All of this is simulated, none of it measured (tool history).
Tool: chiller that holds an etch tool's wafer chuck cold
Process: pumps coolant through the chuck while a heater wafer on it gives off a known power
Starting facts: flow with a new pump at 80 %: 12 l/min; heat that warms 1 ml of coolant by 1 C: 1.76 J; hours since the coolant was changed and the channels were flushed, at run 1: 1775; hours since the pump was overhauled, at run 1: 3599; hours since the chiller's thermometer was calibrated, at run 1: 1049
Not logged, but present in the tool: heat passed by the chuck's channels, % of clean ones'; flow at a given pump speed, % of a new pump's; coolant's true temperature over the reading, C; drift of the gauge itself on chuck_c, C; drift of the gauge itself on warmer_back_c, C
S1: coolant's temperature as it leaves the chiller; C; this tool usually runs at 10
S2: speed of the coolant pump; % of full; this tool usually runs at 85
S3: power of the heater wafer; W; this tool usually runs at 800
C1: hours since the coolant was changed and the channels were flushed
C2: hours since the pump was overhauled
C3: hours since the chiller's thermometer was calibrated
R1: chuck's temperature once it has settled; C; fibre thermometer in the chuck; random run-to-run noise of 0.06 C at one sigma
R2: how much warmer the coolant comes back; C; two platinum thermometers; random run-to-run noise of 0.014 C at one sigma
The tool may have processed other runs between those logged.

{"run": 1, "day": 0.0, "S1": 10, "S2": 85, "S3": 800, "C1": 1775, "C2": 3599, "C3": 1049, "R1": 15.71, "R2": 2.26}
{"run": 2, "day": 2.967, "S1": 10, "S2": 85, "S3": 800, "C1": 1846, "C2": 3670, "C3": 1120, "R1": 15.81, "R2": 2.28}
{"run": 3, "day": 6.138, "S1": 10, "S2": 85, "S3": 800, "C1": 1922, "C2": 3746, "C3": 1196, "R1": 15.74, "R2": 2.28}
{"run": 4, "day": 8.646, "S1": 10, "S2": 85, "S3": 800, "C1": 1982, "C2": 3807, "C3": 1256, "R1": 15.76, "R2": 2.29}
{"run": 5, "day": 10.871, "S1": 10, "S2": 85, "S3": 800, "C1": 2036, "C2": 3860, "C3": 1310, "R1": 15.67, "R2": 2.27}
{"run": 6, "day": 13.975, "S1": 10, "S2": 92, "S3": 800, "C1": 2110, "C2": 3934, "C3": 1384, "R1": 15.41, "R2": 2.07}
{"run": 7, "day": 16.842, "S1": 10, "S2": 92, "S3": 800, "C1": 2179, "C2": 4003, "C3": 1453, "R1": 15.55, "R2": 2.07}
{"run": 8, "day": 19.258, "S1": 10, "S2": 92, "S3": 800, "C1": 2237, "C2": 4061, "C3": 1511, "R1": 15.56, "R2": 2.11}
{"run": 9, "day": 21.546, "S1": 10, "S2": 73, "S3": 800, "C1": 2292, "C2": 4116, "C3": 1566, "R1": 16.46, "R2": 2.72}
{"run": 10, "day": 24.492, "S1": 10, "S2": 85, "S3": 800, "C1": 2363, "C2": 4187, "C3": 1637, "R1": 15.74, "R2": 2.29}
{"run": 11, "day": 26.733, "S1": 10, "S2": 85, "S3": 800, "C1": 2416, "C2": 4241, "C3": 1691, "R1": 15.78, "R2": 2.29}
{"run": 12, "day": 29.125, "S1": 10, "S2": 64, "S3": 800, "C1": 2474, "C2": 4298, "C3": 1748, "R1": 17.01, "R2": 3.15}
{"run": 13, "day": 31.088, "S1": 10, "S2": 64, "S3": 800, "C1": 2521, "C2": 4345, "C3": 1795, "R1": 17.07, "R2": 3.16}
{"run": 14, "day": 34.55, "S1": 10, "S2": 85, "S3": 800, "C1": 2604, "C2": 4428, "C3": 1878, "R1": 15.94, "R2": 2.29}
{"run": 15, "day": 36.312, "S1": 10, "S2": 85, "S3": 800, "C1": 2646, "C2": 4471, "C3": 1920, "R1": 15.86, "R2": 2.27}
{"run": 16, "day": 38.425, "S1": 10, "S2": 85, "S3": 800, "C1": 2697, "C2": 4521, "C3": 1971, "R1": 15.85, "R2": 2.32}
{"run": 17, "day": 41.996, "S1": 10, "S2": 86, "S3": 400, "C1": 2783, "C2": 4607, "C3": 2057, "R1": 12.76, "R2": 1.13}
{"run": 18, "day": 44.033, "S1": 6, "S2": 63, "S3": 440, "C1": 2832, "C2": 4656, "C3": 2106, "R1": 9.83, "R2": 1.77}
{"run": 19, "day": 45.842, "S1": 6, "S2": 63, "S3": 1018, "C1": 2875, "C2": 4699, "C3": 2149, "R1": 15.24, "R2": 4.14}
{"run": 20, "day": 48.867, "S1": 4, "S2": 66, "S3": 553, "C1": 2948, "C2": 4772, "C3": 2222, "R1": 8.71, "R2": 2.13}
{"run": 21, "day": 51.038, "S1": 4, "S2": 66, "S3": 553, "C1": 3000, "C2": 4824, "C3": 2274, "R1": 8.76, "R2": 2.13}
{"run": 22, "day": 54.196, "S1": 10, "S2": 87, "S3": 545, "C1": 3076, "C2": 4900, "C3": 2350, "R1": 13.96, "R2": 1.55}
{"run": 23, "day": 57.704, "S1": 6, "S2": 85, "S3": 912, "C1": 3160, "C2": 4984, "C3": 2434, "R1": 12.9, "R2": 2.63}
{"run": 24, "day": 59.792, "S1": 19, "S2": 85, "S3": 400, "C1": 3210, "C2": 5034, "C3": 2484, "R1": 21.85, "R2": 1.17}
{"run": 25, "day": 63.462, "S1": 19, "S2": 85, "S3": 1159, "C1": 3298, "C2": 5122, "C3": 2572, "R1": 27.75, "R2": 3.36}
{"run": 26, "day": 67.4, "S1": 19, "S2": 62, "S3": 1159, "C1": 3392, "C2": 5217, "C3": 2667, "R1": 30.01, "R2": 4.86}
{"run": 27, "day": 70.617, "S1": 16, "S2": 96, "S3": 426, "C1": 3470, "C2": 5294, "C3": 2744, "R1": 18.98, "R2": 1.1}
{"run": 28, "day": 73.175, "S1": 17, "S2": 96, "S3": 426, "C1": 3531, "C2": 5355, "C3": 2805, "R1": 19.87, "R2": 1.1}
{"run": 29, "day": 75.712, "S1": 17, "S2": 88, "S3": 880, "C1": 3592, "C2": 5416, "C3": 2866, "R1": 23.69, "R2": 2.51}
{"day": 78.392, "done": "chiller's thermometer calibrated"}
{"run": 30, "day": 78.788, "S1": 10, "S2": 95, "S3": 670, "C1": 3665, "C2": 5489, "C3": 10, "R1": 15.08, "R2": 1.74}
{"run": 31, "day": 80.667, "S1": 14, "S2": 73, "S3": 793, "C1": 3710, "C2": 5534, "C3": 55, "R1": 21.12, "R2": 2.77}

Alternative continuations, all from the tool just after run 31; predict every row:
{"run": "A", "day": 82.471, "S1": 14, "S2": 99, "S3": 701, "C1": 3753, "C2": 5577, "C3": 98, "R1": "?", "R2": "?"}
{"run": "B", "day": 82.471, "S1": 3, "S2": 85, "S3": 800, "C1": 3753, "C2": 5577, "C3": 98, "R1": "?", "R2": "?"}
{"run": "C", "day": 82.471, "S1": 14, "S2": 73, "S3": 431, "C1": 3753, "C2": 5577, "C3": 98, "R1": "?", "R2": "?"}

run=A R1=19.2 R2=1.73
run=B R1=9.57 R2=2.38
run=C R1=17.84 R2=1.53
Stripped of hidden state, with their random variation kept, the same runs would have yielded:
run=A R1=18.16 R2=1.55
run=B R1=8.29 R2=2.14
run=C R1=17.09 R2=1.38
